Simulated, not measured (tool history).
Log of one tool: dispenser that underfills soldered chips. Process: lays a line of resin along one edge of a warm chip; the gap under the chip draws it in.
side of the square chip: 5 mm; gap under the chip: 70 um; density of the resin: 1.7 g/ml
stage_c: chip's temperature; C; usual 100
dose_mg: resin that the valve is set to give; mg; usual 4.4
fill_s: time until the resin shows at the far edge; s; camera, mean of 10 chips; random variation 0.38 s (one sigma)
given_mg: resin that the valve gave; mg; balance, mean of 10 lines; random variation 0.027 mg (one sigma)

{"run": 1, "hour": 0.0, "stage_c": 100, "dose_mg": 4.4, "fill_s": 28.8, "given_mg": 4.39}
{"run": 2, "hour": 6.9, "stage_c": 104, "dose_mg": 4.4, "fill_s": 35.2, "given_mg": 4.46}
{"hour": 13.1, "done": "new syringe of resin"}
{"run": 3, "hour": 14.2, "stage_c": 100, "dose_mg": 4.4, "fill_s": 26.3, "given_mg": 4.34}
{"run": 4, "hour": 24.1, "stage_c": 100, "dose_mg": 4.4, "fill_s": 43.5, "given_mg": 4.35}
{"hour": 29.9, "done": "new syringe of resin"}
{"run": 5, "hour": 33.8, "stage_c": 109, "dose_mg": 4.4, "fill_s": 20.9, "given_mg": 4.37}
{"run": 6, "hour": 40.3, "stage_c": 109, "dose_mg": 4.4, "fill_s": 28.7, "given_mg": 4.36}
{"hour": 46.7, "done": "new syringe of resin"}
{"run": 7, "hour": 50.2, "stage_c": 109, "dose_mg": 4.4, "fill_s": 20.3, "given_mg": 4.36}
{"run": 8, "hour": 56.1, "stage_c": 100, "dose_mg": 4.4, "fill_s": 39.6, "given_mg": 4.37}
{"run": 9, "hour": 62.5, "stage_c": 100, "dose_mg": 4.4, "fill_s": 54.9, "given_mg": 4.38}
{"hour": 63.6, "done": "new syringe of resin"}
{"run": 10, "hour": 69.6, "stage_c": 100, "dose_mg": 4.4, "fill_s": 32.7, "given_mg": 4.32}
{"run": 11, "hour": 74.8, "stage_c": 100, "dose_mg": 4.4, "fill_s": 43.7, "given_mg": 4.35}
{"hour": 80.2, "done": "new syringe of resin"}
{"run": 12, "hour": 83.5, "stage_c": 100, "dose_mg": 4.38, "fill_s": 29.5, "given_mg": 4.28}
{"run": 13, "hour": 90.6, "stage_c": 100, "dose_mg": 4.4, "fill_s": 41.6, "given_mg": 4.28}
{"hour": 96.6, "done": "new syringe of resin"}
{"run": 14, "hour": 96.6, "stage_c": 100, "dose_mg": 4.4, "fill_s": 25.3, "given_mg": 4.29}
{"run": 15, "hour": 104.2, "stage_c": 100, "dose_mg": 4.4, "fill_s": 37.4, "given_mg": 4.26}
{"run": 16, "hour": 109.5, "stage_c": 100, "dose_mg": 4.4, "fill_s": 48.3, "given_mg": 4.26}
{"hour": 113.1, "done": "new syringe of resin"}
{"run": 17, "hour": 119.1, "stage_c": 100, "dose_mg": 4.4, "fill_s": 35.1, "given_mg": 4.25}
{"run": 18, "hour": 125.2, "stage_c": 100, "dose_mg": 4.4, "fill_s": 46.6, "given_mg": 4.3}
{"hour": 130.0, "done": "new syringe of resin"}
{"run": 19, "hour": 132.5, "stage_c": 109, "dose_mg": 5.2, "fill_s": 19.1, "given_mg": 4.97}
{"run": 20, "hour": 137.4, "stage_c": 102, "dose_mg": 4.02, "fill_s": 34.6, "given_mg": 3.87}
{"hour": 147.1, "done": "new syringe of resin"}
{"run": 21, "hour": 147.9, "stage_c": 102, "dose_mg": 4.02, "fill_s": 24.2, "given_mg": 3.82}
{"run": 22, "hour": 154.3, "stage_c": 114, "dose_mg": 5.63, "fill_s": 20.3, "given_mg": 5.43}
{"hour": 163.3, "done": "new syringe of resin"}
{"run": 23, "hour": 163.5, "stage_c": 114, "dose_mg": 5.63, "fill_s": 14.1, "given_mg": 5.4}
{"run": 24, "hour": 171.6, "stage_c": 114, "dose_mg": 4.59, "fill_s": 21.4, "given_mg": 4.42}
{"hour": 179.6, "done": "new syringe of resin"}
{"run": 25, "hour": 179.9, "stage_c": 98, "dose_mg": 4.96, "fill_s": 27.9, "given_mg": 4.75}
{"run": 26, "hour": 185.9, "stage_c": 104, "dose_mg": 3.98, "fill_s": 30.9, "given_mg": 3.79}
{"run": 27, "hour": 190.3, "stage_c": 104, "dose_mg": 3.98, "fill_s": 38.4, "given_mg": 3.75}
{"hour": 195.8, "done": "new syringe of resin"}
{"run": 28, "hour": 195.8, "stage_c": 104, "dose_mg": 3.97, "fill_s": 21.5, "given_mg": 3.79}
{"run": 29, "hour": 202.4, "stage_c": 104, "dose_mg": 3.97, "fill_s": 31, "given_mg": 3.77}
{"run": 30, "hour": 211.2, "stage_c": 104, "dose_mg": 3.97, "fill_s": 48.5, "given_mg": 3.72}
{"hour": 212.8, "done": "new syringe of resin"}
{"run": 31, "hour": 218.2, "stage_c": 88, "dose_mg": 4.11, "fill_s": 58.8, "given_mg": 3.89}
{"run": 32, "hour": 226.5, "stage_c": 96, "dose_mg": 4.4, "fill_s": 61, "given_mg": 4.15}
{"hour": 229.1, "done": "new syringe of resin"}
{"hour": 234.4, "done": "dispensing valve cleaned and set on the balance"}
{"run": 33, "hour": 237.8, "stage_c": 87, "dose_mg": 4.86, "fill_s": 68.3, "given_mg": 4.87}

Hidden state or all else? Some run-to-run changes of fill_s, split into what the settings, what came in and random variation would give without the hidden state, and what is left for the hidden state (with any gauge scatter that isn't in both results):
The hidden state here: resin's viscosity, % of fresh resin's; dose that the valve gives, % of what is set; true chip temperature over the reading, C; drift of the gauge itself on fill_s, %; drift of the gauge itself on given_mg, %.
Run 4 -> 5: stage_c 100 -> 109, new syringe of resin. fill_s -22.6 s: hidden state -15.7, all else -6.9.
Run 9 -> 10: new syringe of resin. fill_s -22.2 s: hidden state -21.9, all else -0.3.
Run 18 -> 19: stage_c 100 -> 109, dose_mg 4.4 -> 5.2, new syringe of resin. fill_s -27.5 s: hidden state -20, all else -7.5.
Run 29 -> 30: no setting changed, nothing entered. fill_s +17.5 s: hidden state +17.4, all else +0.1.

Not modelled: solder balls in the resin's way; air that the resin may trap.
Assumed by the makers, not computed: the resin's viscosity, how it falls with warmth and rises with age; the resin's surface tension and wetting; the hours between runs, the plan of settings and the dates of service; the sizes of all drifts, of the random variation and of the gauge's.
